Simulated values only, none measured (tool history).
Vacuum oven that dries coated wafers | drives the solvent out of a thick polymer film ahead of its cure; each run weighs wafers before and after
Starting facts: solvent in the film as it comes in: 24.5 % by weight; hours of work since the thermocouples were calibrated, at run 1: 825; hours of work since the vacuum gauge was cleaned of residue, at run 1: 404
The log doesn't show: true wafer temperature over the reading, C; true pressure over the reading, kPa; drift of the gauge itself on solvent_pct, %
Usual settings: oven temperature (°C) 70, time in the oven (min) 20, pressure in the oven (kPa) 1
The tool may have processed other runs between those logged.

run   hour  oven temperature (°C)  time in the oven (min)  pressure in the oven (kPa)  hours of work since the thermocouples were calibrated  hours of work since the vacuum gauge was cleaned of residue  solvent left in the film (%)
  1      0                     70                      20                           1                                                    825                                                          404                             6
  2   14.8                     70                      20                           1                                                    832                                                          411                          5.98
  3   25.5                     70                      20                           1                                                    837                                                          416                          5.96
  4   47.8                     70                      20                           1                                                    847                                                          427                          6.01
  5   64.5                     70                      20                           1                                                    855                                                          435                          6.02
  6   80.7                     70                      11                           1                                                    863                                                          442                         10.12
  7  100.9                     70                      20                        3.57                                                    873                                                          452                          7.94
  8    111                     68                      20                           1                                                    877                                                          457                          6.83
  9  123.7                     68                      20                           1                                                    883                                                          463                          6.88
 10  145.7                     58                      20                           1                                                    894                                                          473                         11.51
 11  162.8                     70                      20                           1                                                    902                                                          481                          5.97
 12  185.1                     81                      20                           1                                                    913                                                          492                          2.16
 13  203.5                     81                      20                           1                                                    921                                                          501                          2.13
 14    222                     70                      20                        1.06                                                    930                                                          509                          6.11
 15  232.4                     70                      20                        1.06                                                    935                                                          514                          6.03
 16    253                     70                      20                        1.06                                                    945                                                          524                          6.06
 17  274.2                     70                      20                        1.06                                                    955                                                          534                          6.04
 18  284.5                     70                      20                        1.06                                                    960                                                          539                          6.03
 19  301.9                     70                      20                        1.53                                                    968                                                          547                          6.36
 20  321.4                     70                      20                        1.53                                                    977                                                          556                          6.39
 21  339.7                     70                      20                        1.53                                                    986                                                          565                          6.38
 22  354.7                     70                      20                        1.53                                                    993                                                          572                          6.39
 23  372.7                     73                      10                        0.75                                                   1001                                                          581                          9.37
 24    390                     73                      10                        0.75                                                   1010                                                          589                           9.4
 25  406.9                     70                      20                        0.69                                                   1018                                                          597                          5.74
 26  419.1                     74                      31                           1                                                   1023                                                          603                          2.21
 27  435.6                     74                      12                        0.96                                                   1031                                                          611                          7.76
 28  448.6                     59                      35                        0.61                                                   1037                                                          617                          6.85
 29  462.1                     62                      19                        3.33                                                   1044                                                          623                         11.98
 30  478.4                     59                      36                        0.77                                                   1052                                                          631                          6.83
 31  496.6                     75                      20                         2.1                                                   1060                                                          640                          4.75
 32  508.8                     75                      20                         2.1                                                   1066                                                          645                          4.68
 33  529.6                     67                      20                        1.43                                                   1076                                                          655                          7.69
 34  551.9                     63                      20                        0.99                                                   1086                                                          666                          9.15
 35  561.9                     70                      20                        1.56                                                   1091                                                          671                          6.37
 36    577                     83                      33                        1.56                                                   1098                                                          678                          1.06
 37  597.8                     83                      21                        1.56                                                   1108                                                          688                          1.88
 38  620.4                     70                      16                        0.95                                                   1119                                                          698                          7.54
 39  637.4                     70                      16                        3.08                                                   1127                                                          706                          8.99

The next listed run, before its measurement:
 40  655.4                     70                      16                        3.08                                                   1135                                                          715                             ?

{"run 40": {"solvent left in the film (%)": 9.06}}
On a tool with no hidden condition, and with the same random variation, this run would have come out at solvent left in the film (%) 9.07.
